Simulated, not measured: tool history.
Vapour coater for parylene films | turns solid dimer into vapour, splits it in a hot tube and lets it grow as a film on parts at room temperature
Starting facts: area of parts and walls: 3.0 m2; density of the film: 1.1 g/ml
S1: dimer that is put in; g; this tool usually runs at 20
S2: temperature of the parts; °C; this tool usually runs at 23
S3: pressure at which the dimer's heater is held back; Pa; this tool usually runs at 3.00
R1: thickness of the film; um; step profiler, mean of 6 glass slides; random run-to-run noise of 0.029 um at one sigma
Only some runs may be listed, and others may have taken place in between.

run	day	S1	S2	S3	R1
1	0.000	20	23	3.00	2.87
2	1.038	20	23	3.00	2.89
3	1.512	20	23	3.00	2.82
4	2.300	20	23	3.00	2.85
5	3.088	20	23	3.00	2.83
6	4.129	20	23	3.00	2.84
# day 4.367: trap's valve overhauled
7	5.408	20	23	3.00	2.62
8	6.396	20	23	3.00	2.65
# day 6.821: trap's valve overhauled, once more
9	7.512	19	23	5.53	2.91
10	8.192	11	32	9.33	1.07
11	8.804	11	32	3.16	1.18
12	9.875	13	18	2.21	2.60
13	10.612	13	18	2.21	2.58
14	11.596	20	30	10.16	2.03
15	12.225	19	24	3.00	2.77
16	12.858	19	24	3.00	2.78

3 ways to go on from here, each from the tool as it stands after run 16. What would each give?
A	13.538	19	25	3.00	?
B	13.538	20	20	3.78	?
C	13.538	15	15	3.13	?

run	R1
A	2.67
B	3.39
C	3.19
The same runs, with their run-to-run variation unchanged, on a tool lacking any hidden condition would have given:
run	R1
A	2.79
B	3.55
C	3.34
